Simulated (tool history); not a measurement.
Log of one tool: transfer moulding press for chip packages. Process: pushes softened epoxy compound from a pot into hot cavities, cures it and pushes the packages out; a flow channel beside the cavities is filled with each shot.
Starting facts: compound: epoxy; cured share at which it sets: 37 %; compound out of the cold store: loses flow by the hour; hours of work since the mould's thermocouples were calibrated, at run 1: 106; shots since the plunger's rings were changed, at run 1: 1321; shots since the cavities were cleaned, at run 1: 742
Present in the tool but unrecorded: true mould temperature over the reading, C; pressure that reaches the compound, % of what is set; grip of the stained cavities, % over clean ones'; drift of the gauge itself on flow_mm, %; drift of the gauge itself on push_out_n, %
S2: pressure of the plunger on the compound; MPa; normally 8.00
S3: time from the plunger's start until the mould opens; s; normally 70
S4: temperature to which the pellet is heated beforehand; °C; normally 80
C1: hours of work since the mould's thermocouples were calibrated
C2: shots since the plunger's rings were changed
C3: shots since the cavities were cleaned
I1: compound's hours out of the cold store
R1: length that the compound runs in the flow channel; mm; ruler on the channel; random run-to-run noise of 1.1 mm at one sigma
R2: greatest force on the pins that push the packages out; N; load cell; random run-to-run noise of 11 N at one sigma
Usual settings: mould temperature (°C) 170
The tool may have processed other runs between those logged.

Run 1, hour 0.0: usual settings; C1 106; C2 1321; C3 742; I1 44.8. Result: R1 699 mm, R2 929 N.
At hour 35.8: cavities cleaned with cleaning compound and waxed.
Run 2, hour 50.3: usual settings; C1 133; C2 2021; C3 207; I1 19.4. Result: R1 791 mm, R2 825 N.
At hour 92.2: plunger's sealing rings changed.
Run 3, hour 98.8: usual settings; C1 158; C2 95; C3 869; I1 39.5. Result: R1 728 mm, R2 983 N.
At hour 122.1: cavities cleaned with cleaning compound and waxed.
Run 4, hour 159.0: usual settings; C1 190; C2 938; C3 530; I1 27.9. Result: R1 766 mm, R2 942 N.
At hour 206.1: cavities cleaned with cleaning compound and waxed.
Run 5, hour 206.1: usual settings; C1 216; C2 1593; C3 1; I1 46.4. Result: R1 694 mm, R2 447 N.
Run 6, hour 265.8: usual settings; C1 248; C2 2449; C3 857; I1 35.0. Result: R1 726 mm, R2 987 N.
At hour 276.6: plunger's sealing rings changed.
At hour 295.2: cavities cleaned with cleaning compound and waxed.
Run 7, hour 305.5: usual settings; C1 268; C2 394; C3 148; I1 19.5. Result: R1 801 mm, R2 762 N.
Run 8, hour 358.1: usual settings; C1 297; C2 1148; C3 902; I1 35.2. Result: R1 733 mm, R2 1036 N.
At hour 379.7: cavities cleaned with cleaning compound and waxed.
Run 9, hour 416.0: usual settings but mould temperature (°C) 171; C1 328; C2 1959; C3 522; I1 22.3. Result: R1 776 mm, R2 917 N.
At hour 426.3: mould's thermocouples calibrated.
Run 10, hour 449.5: usual settings but mould temperature (°C) 171; C1 13; C2 2410; C3 973; I1 45.2. Result: R1 689 mm, R2 925 N.
At hour 464.6: plunger's sealing rings changed.
At hour 469.4: cavities cleaned with cleaning compound and waxed.
Run 11, hour 499.4: usual settings but S3 67 s; C1 38; C2 479; C3 431; I1 22.3. Result: R1 790 mm, R2 1003 N.
Run 12, hour 529.9: usual settings but mould temperature (°C) 168; C1 55; C2 916; C3 868; I1 47.9. Result: R1 694 mm, R2 1079 N.
At hour 552.7: cavities cleaned with cleaning compound and waxed.
Run 13, hour 588.6: usual settings but S2 9.90 MPa; C1 86; C2 1738; C3 517; I1 36.9. Result: R1 806 mm, R2 951 N.
Run 14, hour 615.6: usual settings but mould temperature (°C) 165, S3 62 s, S4 70 °C; C1 101; C2 2126; C3 905; I1 44.1. Result: R1 703 mm, R2 1968 N.
At hour 639.4: cavities cleaned with cleaning compound and waxed.
At hour 649.8: plunger's sealing rings changed.
Run 15, hour 656.6: usual settings but mould temperature (°C) 177, S4 86 °C; C1 121; C2 98; C3 211; I1 31.6. Result: R1 747 mm, R2 485 N.
Run 16, hour 706.7: usual settings but mould temperature (°C) 177, S4 86 °C; C1 149; C2 818; C3 931; I1 26.0. Result: R1 765 mm, R2 688 N.
At hour 727.0: cavities cleaned with cleaning compound and waxed.
Run 17, hour 773.2: usual settings but S2 6.14 MPa, S3 75 s, S4 88 °C; C1 185; C2 1751; C3 663; I1 46.8. Result: R1 605 mm, R2 754 N.
At hour 812.1: cavities cleaned with cleaning compound and waxed.
Run 18, hour 812.7: usual settings but mould temperature (°C) 176, S2 7.89 MPa; C1 205; C2 2296; C3 9; I1 44.9. Result: R1 682 mm, R2 361 N.
At hour 833.3: plunger's sealing rings changed.
Run 19, hour 873.8: usual settings but mould temperature (°C) 176, S2 7.89 MPa; C1 238; C2 581; C3 850; I1 28.7. Result: R1 751 mm, R2 733 N.
At hour 899.4: cavities cleaned with cleaning compound and waxed.
Run 20, hour 931.4: usual settings but mould temperature (°C) 172, S2 6.44 MPa, S4 73 °C; C1 269; C2 1387; C3 459; I1 31.3. Result: R1 669 mm, R2 846 N.
Run 21, hour 963.8: usual settings but mould temperature (°C) 172, S2 6.44 MPa, S3 96 s, S4 73 °C; C1 286; C2 1852; C3 924; I1 43.1. Result: R1 627 mm, R2 601 N.
At hour 983.0: cavities cleaned with cleaning compound and waxed.
Run 22, hour 1001.6: usual settings but S3 79 s; C1 306; C2 2373; C3 266; I1 45.9. Result: R1 687 mm, R2 569 N.
At hour 1020.0: plunger's sealing rings changed.
At hour 1055.7: mould's thermocouples calibrated.
Run 23, hour 1065.5: usual settings but mould temperature (°C) 169, S2 9.18 MPa, S3 65 s, S4 85 °C; C1 5; C2 625; C3 1120; I1 36.1. Result: R1 790 mm, R2 1284 N.
At hour 1072.9: cavities cleaned with cleaning compound and waxed.
Run 24, hour 1130.0: usual settings but mould temperature (°C) 176, S3 93 s, S4 82 °C; C1 40; C2 1529; C3 819; I1 13.4. Result: R1 809 mm, R2 588 N.
At hour 1159.2: cavities cleaned with cleaning compound and waxed.
Run 25, hour 1162.4: usual settings but mould temperature (°C) 176, S3 93 s, S4 82 °C; C1 57; C2 1972; C3 45; I1 26.3. Result: R1 753 mm, R2 301 N.
At hour 1208.2: plunger's sealing rings changed.
Run 26, hour 1218.4: usual settings but mould temperature (°C) 176, S3 93 s, S4 82 °C; C1 86; C2 145; C3 813; I1 29.3. Result: R1 756 mm, R2 548 N.

Pick out some run-to-run changes in R1. Of each, how much would a tool without hidden state show as well, from the settings, what came in and chance, and how much is left for the hidden state and any gauge scatter not in both results compared?
Run 2 -> 3: plunger's sealing rings changed. R1 -63 mm: hidden state +16, all else -79.
Run 12 -> 13: mould temperature (°C) 168 -> 170, S2 8.00 -> 9.90, cavities cleaned with cleaning compound and waxed. R1 +112 mm: hidden state -8, all else +120.
Run 14 -> 15: mould temperature (°C) 165 -> 177, S3 62 -> 70, S4 70 -> 86, cavities cleaned with cleaning compound and waxed, plunger's sealing rings changed. R1 +44 mm: hidden state +17, all else +27.
Run 16 -> 17: mould temperature (°C) 177 -> 170, S2 8.00 -> 6.14, S3 70 -> 75, S4 86 -> 88, cavities cleaned with cleaning compound and waxed. R1 -160 mm: hidden state -5, all else -155.

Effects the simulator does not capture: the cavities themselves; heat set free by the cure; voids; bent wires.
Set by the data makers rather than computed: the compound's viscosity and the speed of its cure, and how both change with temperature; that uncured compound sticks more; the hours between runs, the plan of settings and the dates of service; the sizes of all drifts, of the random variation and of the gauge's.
